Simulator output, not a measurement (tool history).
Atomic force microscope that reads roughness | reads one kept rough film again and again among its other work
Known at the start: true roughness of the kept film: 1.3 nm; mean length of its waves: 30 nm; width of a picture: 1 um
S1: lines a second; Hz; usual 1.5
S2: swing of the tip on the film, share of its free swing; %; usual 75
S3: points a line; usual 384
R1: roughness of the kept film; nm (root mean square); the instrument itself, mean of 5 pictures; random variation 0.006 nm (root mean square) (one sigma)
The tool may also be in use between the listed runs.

| run | hour | S1 | S2 | S3 | R1 |
|---|---|---|---|---|---|
| 1 | 0 | 1.5 | 75 | 384 | 1.083 |
| 2 | 53.9 | 1.5 | 75 | 384 | 1.031 |
| 3 | 127.1 | 1.5 | 75 | 384 | 1.052 |
| 4 | 207.2 | 1.5 | 75 | 474 | 1.099 |
| 5 | 262.3 | 1.5 | 75 | 384 | 1.037 |
| 6 | 322 | 1.5 | 75 | 384 | 1.097 |
| 7 | 362.8 | 1.5 | 75 | 689 | 1.056 |
| 8 | 396.3 | 1.5 | 75 | 689 | 1.034 |
| 9 | 470.6 | 1.5 | 75 | 689 | 1.074 |
| 10 | 547.3 | 1.5 | 75 | 689 | 1.115 |
| 11 | 611.1 | 1.5 | 75 | 429 | 1.041 |
| 12 | 669.2 | 1.5 | 75 | 429 | 1.11 |
| 13 | 704.9 | 1.5 | 75 | 429 | 1.057 |
| 14 | 752.6 | 1.5 | 60 | 384 | 1.211 |
| 15 | 797.2 | 1.5 | 60 | 384 | 1.13 |
| 16 | 831.2 | 1.5 | 75 | 299 | 1.021 |
| 17 | 891.3 | 1.5 | 75 | 299 | 1.055 |
| 18 | 929.5 | 1.5 | 75 | 384 | 1.04 |
| 19 | 1004.1 | 1.5 | 75 | 384 | 1.069 |
| 20 | 1062 | 1.5 | 56 | 384 | 1.097 |
| 21 | 1105.4 | 1.5 | 59 | 384 | 1.178 |
| 22 | 1172.1 | 1.5 | 59 | 384 | 1.088 |
| 23 | 1226.4 | 1.5 | 59 | 384 | 1.165 |
| 24 | 1296.1 | 1.5 | 77 | 384 | 1.009 |
| 25 | 1378.9 | 1.5 | 77 | 384 | 1.041 |
| 26 | 1462 | 1.5 | 61 | 384 | 1.148 |
| 27 | 1524.4 | 1.5 | 61 | 384 | 1.079 |
| 28 | 1601.5 | 1.5 | 61 | 384 | 1.132 |
| 29 | 1648.6 | 1.18 | 60 | 473 | 1.101 |
| 30 | 1707.4 | 0.57 | 60 | 450 | 1.166 |
| 31 | 1755.6 | 3.08 | 76 | 645 | 0.898 |
| 32 | 1828.1 | 1.22 | 75 | 384 | 1.079 |
| 33 | 1884.7 | 1.5 | 75 | 334 | 1.109 |
| 34 | 1922.5 | 2.07 | 81 | 944 | 0.978 |
| 35 | 1993.3 | 1.5 | 80 | 384 | 1.079 |
| 36 | 2063.1 | 1.5 | 80 | 384 | 1.02 |
| 37 | 2130 | 1.5 | 80 | 384 | 1.05 |
| 38 | 2196.3 | 0.62 | 90 | 384 | 1.03 |
| 39 | 2263 | 0.62 | 90 | 384 | 1.091 |
| 40 | 2314.1 | 0.56 | 70 | 311 | 1.1 |
| 41 | 2361.3 | 3.1 | 63 | 515 | 1.094 |
| 42 | 2444.4 | 3.1 | 55 | 515 | 1.06 |
| 43 | 2495.6 | 0.58 | 75 | 493 | 1.153 |
| 44 | 2532.3 | 3.81 | 90 | 259 | 0.704 |
| 45 | 2567.3 | 3.81 | 90 | 259 | 0.765 |
| 46 | 2648.6 | 3.81 | 90 | 259 | 0.703 |
| 47 | 2709.9 | 0.99 | 71 | 762 | 1.142 |
| 48 | 2776.9 | 2.69 | 66 | 334 | 0.986 |
| 49 | 2830.2 | 2.71 | 72 | 334 | 1.001 |
| 50 | 2905.3 | 0.99 | 81 | 384 | 1.113 |
| 51 | 2968.7 | 1.5 | 75 | 297 | 1.025 |

Not shown: 28 entries that the log had between the listed runs. Between which runs, and how does the tool's hidden state differ before and after?
Between runs 2 and 3: new tip fitted (hour 70.9)
  radius of the tip, nm: 24.4 -> 17.8; height scale over the true one, %: 1.54 -> 1.62
  measured less the result without the state, R1: -0.081 -> -0.044 nm (root mean square)
Between runs 3 and 4: new tip fitted (hour 185.3)
  radius of the tip, nm: 17.8 -> 10.9; height scale over the true one, %: 1.62 -> 1.72
  measured less the result without the state, R1: -0.044 -> -0.005 nm (root mean square)
Between runs 5 and 6: new tip fitted (hour 301.4)
  radius of the tip, nm: 22.8 -> 11.6; height scale over the true one, %: 1.78 -> 1.85
  measured less the result without the state, R1: -0.07 -> -0.007 nm (root mean square)
Between runs 8 and 9: new tip fitted (hour 415.5)
  radius of the tip, nm: 24.2 -> 17.3; height scale over the true one, %: 1.94 -> 2.03
  measured less the result without the state, R1: -0.076 -> -0.038 nm (root mean square)
Between runs 9 and 10: new tip fitted (hour 528.7)
  radius of the tip, nm: 17.3 -> 10.8; height scale over the true one, %: 2.03 -> 2.11
  measured less the result without the state, R1: -0.038 -> +0 nm (root mean square)
Between runs 11 and 12: new tip fitted (hour 640.5)
  radius of the tip, nm: 22.7 -> 12.6; height scale over the true one, %: 2.18 -> 2.25
  measured less the result without the state, R1: -0.065 -> -0.009 nm (root mean square)
Between runs 13 and 14: new tip fitted (hour 752.6)
  radius of the tip, nm: 18.7 -> 7.1; height scale over the true one, %: 2.29 -> 2.35
  measured less the result without the state, R1: -0.043 -> +0.027 nm (root mean square)
Between runs 14 and 15: height scale calibrated on a step standard (hour 776.5)
  radius of the tip, nm: 7.1 -> 15.3; height scale over the true one, %: 2.35 -> -0.1
  measured less the result without the state, R1: +0.027 -> -0.053 nm (root mean square)
Between runs 16 and 17: new tip fitted (hour 865.6)
  radius of the tip, nm: 22.1 -> 12.9; height scale over the true one, %: -0.06 -> 0.01
  measured less the result without the state, R1: -0.085 -> -0.034 nm (root mean square)
Between runs 18 and 19: new tip fitted (hour 979.3)
  radius of the tip, nm: 20.2 -> 12.5; height scale over the true one, %: 0.05 -> 0.14
  measured less the result without the state, R1: -0.075 -> -0.031 nm (root mean square)
Between runs 20 and 21: new tip fitted (hour 1091.1)
  radius of the tip, nm: 23.9 -> 10.5; height scale over the true one, %: 0.2 -> 0.24
  measured less the result without the state, R1: -0.1 -> -0.019 nm (root mean square)
Between runs 22 and 23: new tip fitted (hour 1203.9)
  radius of the tip, nm: 23.1 -> 11.3; height scale over the true one, %: 0.32 -> 0.38
  measured less the result without the state, R1: -0.094 -> -0.023 nm (root mean square)
Between runs 24 and 25: new tip fitted (hour 1314.9)
  radius of the tip, nm: 24.1 -> 19.6; height scale over the true one, %: 0.46 -> 0.55
  measured less the result without the state, R1: -0.089 -> -0.065 nm (root mean square)
Between runs 25 and 26: new tip fitted (hour 1428.4)
  radius of the tip, nm: 19.6 -> 13.7; height scale over the true one, %: 0.55 -> 0.65
  measured less the result without the state, R1: -0.065 -> -0.034 nm (root mean square)
Between runs 27 and 28: new tip fitted (hour 1540.2)
  radius of the tip, nm: 25.1 -> 17.3; height scale over the true one, %: 0.73 -> 0.82
  measured less the result without the state, R1: -0.099 -> -0.054 nm (root mean square)
Between runs 29 and 30: new tip fitted (hour 1654.3)
  radius of the tip, nm: 26.6 -> 17.4; height scale over the true one, %: 0.87 -> 0.93
  measured less the result without the state, R1: -0.107 -> -0.055 nm (root mean square)
Between runs 31 and 32: new tip fitted (hour 1765.7)
  radius of the tip, nm: 26.7 -> 19; height scale over the true one, %: 0.98 -> 1.07
  measured less the result without the state, R1: -0.087 -> -0.058 nm (root mean square)
Between runs 32 and 33: new tip fitted (hour 1878.8)
  radius of the tip, nm: 19 -> 8.4; height scale over the true one, %: 1.07 -> 1.12
  measured less the result without the state, R1: -0.058 -> +0.003 nm (root mean square)
Between runs 34 and 35: new tip fitted (hour 1991.4)
  radius of the tip, nm: 15.6 -> 8; height scale over the true one, %: 1.16 -> 1.24
  measured less the result without the state, R1: -0.035 -> +0.007 nm (root mean square)
Between runs 36 and 37: new tip fitted (hour 2104.7)
  radius of the tip, nm: 21.6 -> 13.1; height scale over the true one, %: 1.32 -> 1.4
  measured less the result without the state, R1: -0.067 -> -0.02 nm (root mean square)
Between runs 38 and 39: new tip fitted (hour 2220.2)
  radius of the tip, nm: 26.7 -> 15.3; height scale over the true one, %: 1.48 -> 1.56
  measured less the result without the state, R1: -0.094 -> -0.032 nm (root mean square)
Between runs 40 and 41: new tip fitted (hour 2334.9)
  radius of the tip, nm: 25.8 -> 12.8; height scale over the true one, %: 1.63 -> 1.68
  measured less the result without the state, R1: -0.094 -> -0.016 nm (root mean square)
Between runs 42 and 43: new tip fitted (hour 2448.6)
  radius of the tip, nm: 28.2 -> 16.6; height scale over the true one, %: 1.78 -> 1.84
  measured less the result without the state, R1: -0.102 -> -0.038 nm (root mean square)
Between runs 44 and 45: new tip fitted (hour 2562.9)
  radius of the tip, nm: 24.2 -> 7.8; height scale over the true one, %: 1.87 -> 1.91
  measured less the result without the state, R1: -0.052 -> +0.011 nm (root mean square)
Between runs 46 and 47: new tip fitted (hour 2674.5)
  radius of the tip, nm: 23.4 -> 14.5; height scale over the true one, %: 2.01 -> 2.08
  measured less the result without the state, R1: -0.048 -> -0.023 nm (root mean square)
Between runs 47 and 48: height scale calibrated on a step standard (hour 2760.2)
  radius of the tip, nm: 14.5 -> 27.3; height scale over the true one, %: 2.08 -> 0.07
  measured less the result without the state, R1: -0.023 -> -0.109 nm (root mean square)
Between runs 48 and 49: new tip fitted (hour 2786.9)
  radius of the tip, nm: 27.3 -> 15.5; height scale over the true one, %: 0.07 -> 0.13
  measured less the result without the state, R1: -0.109 -> -0.046 nm (root mean square)
Between runs 49 and 50: new tip fitted (hour 2900)
  radius of the tip, nm: 15.5 -> 8.1; height scale over the true one, %: 0.13 -> 0.21
  measured less the result without the state, R1: -0.046 -> -0.004 nm (root mean square)
